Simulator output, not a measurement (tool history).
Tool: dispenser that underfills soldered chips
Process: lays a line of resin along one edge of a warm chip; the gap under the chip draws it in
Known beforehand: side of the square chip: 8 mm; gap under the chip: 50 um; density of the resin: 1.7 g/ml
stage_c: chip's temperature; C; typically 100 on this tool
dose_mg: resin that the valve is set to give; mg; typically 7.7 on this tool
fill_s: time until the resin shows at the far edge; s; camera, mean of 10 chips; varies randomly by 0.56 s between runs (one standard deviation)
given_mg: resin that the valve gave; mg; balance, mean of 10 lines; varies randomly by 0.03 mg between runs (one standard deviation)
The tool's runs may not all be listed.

Run 1, hour 0: usual settings. Result: fill_s 63 s, given_mg 7.64 mg.
At hour 9.5: new syringe of resin.
Run 2, hour 10.3: usual settings but stage_c 88 C. Result: fill_s 69.6 s, given_mg 7.59 mg.
At hour 24.1: new syringe of resin.
Run 3, hour 24.7: usual settings but stage_c 111 C. Result: fill_s 37.9 s, given_mg 7.49 mg.
Run 4, hour 32.1: usual settings. Result: fill_s 69 s, given_mg 7.44 mg.
At hour 38.6: new syringe of resin.
At hour 44.8: dispensing valve cleaned and set on the balance.
Run 5, hour 49.6: usual settings. Result: fill_s 75.5 s, given_mg 7.66 mg.
At hour 54.8: new syringe of resin.
Run 6, hour 61.6: usual settings. Result: fill_s 65.8 s, given_mg 7.65 mg.
At hour 69.6: new syringe of resin.
Run 7, hour 75.4: usual settings but stage_c 96 C, dose_mg 9.43 mg. Result: fill_s 68.2 s, given_mg 9.3 mg.
At hour 84.7: new syringe of resin.
Run 8, hour 89.8: usual settings but stage_c 98 C, dose_mg 8.82 mg. Result: fill_s 64.2 s, given_mg 8.65 mg.
At hour 100.1: new syringe of resin.
Run 9, hour 100.6: usual settings but stage_c 98 C, dose_mg 8.82 mg. Result: fill_s 50.3 s, given_mg 8.53 mg.
At hour 108.9: dispensing valve cleaned and set on the balance.
At hour 116.8: new syringe of resin.
Run 10, hour 118.9: usual settings but stage_c 113 C. Result: fill_s 37.9 s, given_mg 7.72 mg.
Run 11, hour 127.7: usual settings but stage_c 109 C, dose_mg 9.39 mg. Result: fill_s 60.9 s, given_mg 9.32 mg.
At hour 132.6: new syringe of resin.
Run 12, hour 144.8: usual settings but stage_c 109 C, dose_mg 9.39 mg. Result: fill_s 66.3 s, given_mg 9.12 mg.

Each row is a separate what-if for the run after 12, all from the same tool condition, not one after another. Results?
At hour 147.7: new syringe of resin.
Run A, hour 161.1: usual settings but dose_mg 7.15 mg. Result: fill_s ?, given_mg ?.
At hour 147.7: new syringe of resin.
Run B, hour 161.1: usual settings but stage_c 90 C, dose_mg 7.85 mg. Result: fill_s ?, given_mg ?.
At hour 147.7: new syringe of resin.
Run C, hour 161.1: usual settings but stage_c 110 C. Result: fill_s ?, given_mg ?.
At hour 147.7: new syringe of resin.
Run D, hour 161.1: usual settings but stage_c 104 C, dose_mg 6.54 mg. Result: fill_s ?, given_mg ?.
At hour 147.7: new syringe of resin.
Run E, hour 161.1: usual settings but stage_c 114 C, dose_mg 8.05 mg. Result: fill_s ?, given_mg ?.

run  fill_s  given_mg
  A    90.9      6.95
  B   117.7      7.57
  C    68.7      7.44
  D    83.9       6.3
  E    62.3      7.78
Stripped of hidden state, with their random variation kept, the same runs would have yielded:
run  fill_s  given_mg
  A    47.4      7.18
  B    61.5      7.82
  C    35.9      7.68
  D    43.4      6.51
  E    32.7      8.04
